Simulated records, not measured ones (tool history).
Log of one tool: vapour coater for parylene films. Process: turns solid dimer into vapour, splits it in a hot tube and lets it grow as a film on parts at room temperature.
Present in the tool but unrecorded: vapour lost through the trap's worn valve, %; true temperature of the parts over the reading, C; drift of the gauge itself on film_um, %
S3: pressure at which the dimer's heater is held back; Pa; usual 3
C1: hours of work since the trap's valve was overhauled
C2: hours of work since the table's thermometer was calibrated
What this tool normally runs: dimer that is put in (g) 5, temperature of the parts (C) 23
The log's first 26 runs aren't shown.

{"run": 27, "hour": 590.0, "dimer that is put in (g)": 5, "temperature of the parts (C)": 32, "S3": 2.11, "C1": 152, "C2": 44, "thickness of the film (µm)": 1.37}
{"run": 28, "hour": 612.9, "dimer that is put in (g)": 2, "temperature of the parts (C)": 17, "S3": 3, "C1": 165, "C2": 57, "thickness of the film (µm)": 0.89}
{"run": 29, "hour": 634.2, "dimer that is put in (g)": 2, "temperature of the parts (C)": 24, "S3": 3.66, "C1": 176, "C2": 69, "thickness of the film (µm)": 0.63}
{"run": 30, "hour": 660.7, "dimer that is put in (g)": 4, "temperature of the parts (C)": 21, "S3": 3.66, "C1": 191, "C2": 84, "thickness of the film (µm)": 1.45}
{"hour": 680.0, "done": "table's thermometer calibrated, once more"}
{"run": 31, "hour": 686.3, "dimer that is put in (g)": 5, "temperature of the parts (C)": 23, "S3": 2.38, "C1": 205, "C2": 3, "thickness of the film (µm)": 1.88}
{"run": 32, "hour": 707.8, "dimer that is put in (g)": 5, "temperature of the parts (C)": 23, "S3": 3.37, "C1": 217, "C2": 15, "thickness of the film (µm)": 1.75}
{"run": 33, "hour": 733.7, "dimer that is put in (g)": 3, "temperature of the parts (C)": 23, "S3": 10.77, "C1": 231, "C2": 30, "thickness of the film (µm)": 0.8}
{"run": 34, "hour": 752.9, "dimer that is put in (g)": 6, "temperature of the parts (C)": 18, "S3": 10.77, "C1": 242, "C2": 40, "thickness of the film (µm)": 1.94}
{"run": 35, "hour": 774.5, "dimer that is put in (g)": 3, "temperature of the parts (C)": 21, "S3": 3.19, "C1": 254, "C2": 52, "thickness of the film (µm)": 1.14}
{"run": 36, "hour": 805.9, "dimer that is put in (g)": 5, "temperature of the parts (C)": 23, "S3": 5.73, "C1": 271, "C2": 70, "thickness of the film (µm)": 1.54}
{"run": 37, "hour": 819.2, "dimer that is put in (g)": 5, "temperature of the parts (C)": 26, "S3": 8.08, "C1": 278, "C2": 77, "thickness of the film (µm)": 1.27}
{"run": 38, "hour": 836.7, "dimer that is put in (g)": 5, "temperature of the parts (C)": 26, "S3": 3.02, "C1": 288, "C2": 87, "thickness of the film (µm)": 1.58}
{"run": 39, "hour": 864.4, "dimer that is put in (g)": 5, "temperature of the parts (C)": 26, "S3": 3.02, "C1": 303, "C2": 102, "thickness of the film (µm)": 1.61}
{"run": 40, "hour": 890.9, "dimer that is put in (g)": 5, "temperature of the parts (C)": 26, "S3": 6.36, "C1": 318, "C2": 117, "thickness of the film (µm)": 1.32}
{"run": 41, "hour": 904.5, "dimer that is put in (g)": 8, "temperature of the parts (C)": 17, "S3": 3.15, "C1": 326, "C2": 124, "thickness of the film (µm)": 3.44}
{"run": 42, "hour": 934.0, "dimer that is put in (g)": 8, "temperature of the parts (C)": 17, "S3": 3.15, "C1": 342, "C2": 141, "thickness of the film (µm)": 3.42}
{"run": 43, "hour": 962.6, "dimer that is put in (g)": 5, "temperature of the parts (C)": 16, "S3": 3, "C1": 358, "C2": 157, "thickness of the film (µm)": 2.12}
{"run": 44, "hour": 980.9, "dimer that is put in (g)": 3, "temperature of the parts (C)": 25, "S3": 3.36, "C1": 368, "C2": 167, "thickness of the film (µm)": 0.97}
{"run": 45, "hour": 1000.5, "dimer that is put in (g)": 3, "temperature of the parts (C)": 25, "S3": 3.36, "C1": 379, "C2": 178, "thickness of the film (µm)": 0.95}
{"run": 46, "hour": 1014.3, "dimer that is put in (g)": 3, "temperature of the parts (C)": 25, "S3": 3.36, "C1": 387, "C2": 185, "thickness of the film (µm)": 0.98}

Below are 5 alternative next runs, each starting from the tool's condition after run 46. Predict each:
{"run": "A", "hour": 1036.2, "dimer that is put in (g)": 5, "temperature of the parts (C)": 23, "S3": 3.39, "C1": 399, "C2": 197, "thickness of the film (µm)": "?"}
{"run": "B", "hour": 1036.2, "dimer that is put in (g)": 6, "temperature of the parts (C)": 31, "S3": 2.47, "C1": 399, "C2": 197, "thickness of the film (µm)": "?"}
{"run": "C", "hour": 1036.2, "dimer that is put in (g)": 3, "temperature of the parts (C)": 20, "S3": 4.65, "C1": 399, "C2": 197, "thickness of the film (µm)": "?"}
{"run": "D", "hour": 1036.2, "dimer that is put in (g)": 5, "temperature of the parts (C)": 23, "S3": 2.54, "C1": 399, "C2": 197, "thickness of the film (µm)": "?"}
{"run": "E", "hour": 1036.2, "dimer that is put in (g)": 2, "temperature of the parts (C)": 23, "S3": 2.15, "C1": 399, "C2": 197, "thickness of the film (µm)": "?"}

run=A thickness_of_the_film_(µm)=1.71
run=B thickness_of_the_film_(µm)=1.63
run=C thickness_of_the_film_(µm)=1.08
run=D thickness_of_the_film_(µm)=1.82
run=E thickness_of_the_film_(µm)=0.77
Had the tool no hidden state, the same runs would have come out as:
run=A thickness_of_the_film_(µm)=1.79
run=B thickness_of_the_film_(µm)=1.71
run=C thickness_of_the_film_(µm)=1.13
run=D thickness_of_the_film_(µm)=1.9
run=E thickness_of_the_film_(µm)=0.8
